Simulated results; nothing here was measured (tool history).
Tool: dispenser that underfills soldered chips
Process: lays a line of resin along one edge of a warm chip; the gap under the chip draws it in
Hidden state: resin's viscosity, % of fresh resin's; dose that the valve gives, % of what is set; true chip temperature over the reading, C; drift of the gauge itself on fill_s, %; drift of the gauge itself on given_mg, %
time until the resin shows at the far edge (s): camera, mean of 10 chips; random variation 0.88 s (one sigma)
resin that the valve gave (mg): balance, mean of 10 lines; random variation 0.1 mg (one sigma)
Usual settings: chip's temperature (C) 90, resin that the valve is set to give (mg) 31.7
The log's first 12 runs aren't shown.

run	hour	chip's temperature (C)	resin that the valve is set to give (mg)	hours of work since the syringe was changed	hours of work since the valve was cleaned	hours of work since the stage was calibrated	time until the resin shows at the far edge (s)	resin that the valve gave (mg)
# hour 75.1: new syringe of resin
13	75.4	91	28.1	0	17	100	83.9	27.63
14	83.2	91	28.1	6	23	106	118.7	27.53
15	88.6	76	31.7	10	27	110	289.8	31.04
# hour 89.7: new syringe of resin
16	95.1	90	39.4	4	32	115	106.7	38.15
17	99.5	90	31.7	8	36	119	129.6	30.89
# hour 104.1: new syringe of resin
18	107.2	100	31.7	2	41	124	64.9	30.51
19	113.6	100	31.7	7	46	129	87.6	30.63
# hour 119: new syringe of resin
20	119.7	102	35.6	1	51	134	52.5	33.94
21	128.4	102	35.6	7	58	140	78.6	33.99
22	132.8	104	32.6	11	61	144	90.5	30.87
# hour 133.7: new syringe of resin
# hour 137.1: dispensing valve cleaned and set on the balance
23	137.6	104	32.6	2	0	147	55.1	32.39
24	141.5	101	28.2	5	3	150	73.6	28.09
25	146	99	37.3	9	7	153	96.6	37.01
# hour 149.2: new syringe of resin
26	153.1	101	29.9	3	12	158	64.4	29.46
27	159.2	95	33.8	8	17	163	106.3	33.27
# hour 164: new syringe of resin
28	164.2	95	33.8	0	21	167	69.4	33.26
29	171.4	95	33.8	6	26	172	97.2	33.11
# hour 178.3: new syringe of resin
30	179.7	95	33.8	1	32	179	73.2	32.97
31	185	95	33.8	5	36	183	93.4	32.84
32	190.3	93	33.4	9	41	187	129.6	32.15
# hour 192.8: new syringe of resin
33	195.5	85	38	2	44	191	117.8	36.59
34	203.6	79	31	8	51	197	224.4	29.66
# hour 207.2: new syringe of resin
35	212	79	31	4	57	203	174.7	29.52

3 ways to go on from here, each from the tool as it stands after run 35. What would each give?
A	216.8	93	30.3	7	61	207	?	?
B	216.8	96	31.7	7	61	207	?	?
C	216.8	84	35	7	61	207	?	?

run	time until the resin shows at the far edge (s)	resin that the valve gave (mg)
A	115.7	28.83
B	102.6	30.15
C	167.7	33.29
Without the tool's hidden state the same runs would have given:
run	time until the resin shows at the far edge (s)	resin that the valve gave (mg)
A	72.6	30.32
B	64.2	31.71
C	105.2	35.01
